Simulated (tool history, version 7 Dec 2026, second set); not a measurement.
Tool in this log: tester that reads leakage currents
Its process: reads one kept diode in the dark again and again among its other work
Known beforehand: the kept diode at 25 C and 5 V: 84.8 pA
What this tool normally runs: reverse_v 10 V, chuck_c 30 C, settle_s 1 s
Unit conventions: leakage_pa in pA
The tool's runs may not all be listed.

Run 1, day 0: usual settings. Result: leakage_pa 227.76 pA.
Run 2, day 2.867: usual settings. Result: leakage_pa 227.65 pA.
Run 3, day 5.033: usual settings. Result: leakage_pa 229.39 pA.
Run 4, day 7.617: usual settings. Result: leakage_pa 230.25 pA.
Run 5, day 9.55: usual settings. Result: leakage_pa 228.73 pA.
Run 6, day 11.162: usual settings but reverse_v 3.2 V. Result: leakage_pa 118.66 pA.
Run 7, day 12.667: usual settings but settle_s 0.83 s. Result: leakage_pa 229.75 pA.
Run 8, day 14.654: usual settings but settle_s 0.83 s. Result: leakage_pa 231.65 pA.
Run 9, day 17.933: usual settings but settle_s 0.83 s. Result: leakage_pa 233.39 pA.
Run 10, day 19.583: usual settings but settle_s 0.83 s. Result: leakage_pa 235.9 pA.
Run 11, day 21.5: usual settings but settle_s 0.83 s. Result: leakage_pa 235.76 pA.
Run 12, day 24.454: usual settings but settle_s 0.83 s. Result: leakage_pa 237.05 pA.
Run 13, day 26.892: usual settings but chuck_c 38 C. Result: leakage_pa 452.67 pA.
Run 14, day 30.196: usual settings but chuck_c 52 C. Result: leakage_pa 1361.85 pA.
Run 15, day 32.412: usual settings but chuck_c 52 C. Result: leakage_pa 1362.31 pA.
Run 16, day 35.375: usual settings but chuck_c 52 C. Result: leakage_pa 1369.87 pA.
Run 17, day 38.1: usual settings but chuck_c 52 C. Result: leakage_pa 1374.55 pA.
Run 18, day 39.629: usual settings. Result: leakage_pa 241.24 pA.
Run 19, day 41.408: usual settings. Result: leakage_pa 241.56 pA.
Run 20, day 44.804: usual settings. Result: leakage_pa 242.3 pA.
Run 21, day 48.029: usual settings but chuck_c 40 C. Result: leakage_pa 548.19 pA.
Run 22, day 50.088: usual settings but reverse_v 4.5 V, chuck_c 50 C, settle_s 6.39 s. Result: leakage_pa 764.86 pA.
Run 23, day 52.596: usual settings but reverse_v 13.4 V, chuck_c 51 C, settle_s 8.85 s. Result: leakage_pa 1533.96 pA.
Run 24, day 54.825: usual settings but reverse_v 1.2 V, chuck_c 44 C, settle_s 6.8 s. Result: leakage_pa 228.34 pA.
At day 56.012: probe card cleaned and baked.
Run 25, day 58.346: usual settings but reverse_v 1.1 V, chuck_c 55 C, settle_s 6.8 s. Result: leakage_pa 509.88 pA.
Run 26, day 61.154: usual settings but reverse_v 1.1 V, chuck_c 55 C, settle_s 6.8 s. Result: leakage_pa 510.92 pA.
Run 27, day 64.312: usual settings but reverse_v 1.1 V, chuck_c 55 C, settle_s 6.8 s. Result: leakage_pa 512.81 pA.
Run 28, day 67.629: usual settings but reverse_v 1.1 V, chuck_c 46 C, settle_s 5.21 s. Result: leakage_pa 256.22 pA.
Run 29, day 69.104: usual settings but reverse_v 4.8 V, settle_s 4.84 s. Result: leakage_pa 154.91 pA.
Run 30, day 72.146: usual settings but reverse_v 4.1 V. Result: leakage_pa 145.17 pA.
Run 31, day 73.783: usual settings but reverse_v 3.3 V, chuck_c 32 C, settle_s 6.99 s. Result: leakage_pa 150.57 pA.
Run 32, day 76.896: usual settings but reverse_v 3.3 V, chuck_c 32 C, settle_s 6.99 s. Result: leakage_pa 151.46 pA.
Run 33, day 78.883: usual settings but reverse_v 3.3 V, chuck_c 32 C, settle_s 6.99 s. Result: leakage_pa 151.87 pA.
Run 34, day 81.242: usual settings but reverse_v 3.3 V, chuck_c 59 C, settle_s 7.42 s. Result: leakage_pa 1296.53 pA.
Run 35, day 83.167: usual settings but reverse_v 3.6 V, chuck_c 26 C, settle_s 0.71 s. Result: leakage_pa 96.94 pA.
Run 36, day 86.017: usual settings but reverse_v 3.6 V, chuck_c 26 C, settle_s 0.71 s. Result: leakage_pa 97.05 pA.
Run 37, day 88.325: usual settings but chuck_c 32 C, settle_s 1.99 s. Result: leakage_pa 289.55 pA.
Run 38, day 89.717: usual settings but reverse_v 4.4 V, chuck_c 47 C, settle_s 0.31 s. Result: leakage_pa 623.88 pA.
Run 39, day 92.662: usual settings but reverse_v 4.4 V, chuck_c 47 C, settle_s 0.31 s. Result: leakage_pa 628.09 pA.
Run 40, day 94.812: usual settings but reverse_v 7.3 V, chuck_c 25 C, settle_s 0.32 s. Result: leakage_pa 139.15 pA.
Run 41, day 96.7: usual settings but reverse_v 9.6 V, chuck_c 42 C, settle_s 2.62 s. Result: leakage_pa 653.5 pA.

For each run, the measured value with the value that run would have given without the tool's hidden condition subtracted. The run-to-run variation is shared by both, the gauge scatter possibly not:
Hidden state at play: stray current of the dirty probe card, pA a volt; current scale over the true one, %; true chuck temperature over the reading, C; drift of the gauge itself on leakage_pa, %.
run  leakage_pa
  1      +27.18
  2      +28.08
  3      +28.97
  4      +29.92
  5      +30.38
  6      +14.17
  7      +31.45
  8      +32.37
  9      +33.69
 10      +34.57
 11      +35.18
 12      +36.34
 13      +59.15
 14     +150.38
 15     +153.54
 16     +158.72
 17     +163.03
 18      +41.96
 19       +42.6
 20       +43.8
 21      +82.71
 22     +100.51
 23     +209.97
 24      +31.87
 25      +65.39
 26      +66.96
 27      +68.83
 28      +37.02
 29      +25.16
 30      +23.94
 31      +24.94
 32      +25.61
 33      +26.04
 34     +190.93
 35      +17.79
 36      +18.17
 37      +53.68
 38     +103.33
 39     +105.98
 40      +27.51
 41     +118.02

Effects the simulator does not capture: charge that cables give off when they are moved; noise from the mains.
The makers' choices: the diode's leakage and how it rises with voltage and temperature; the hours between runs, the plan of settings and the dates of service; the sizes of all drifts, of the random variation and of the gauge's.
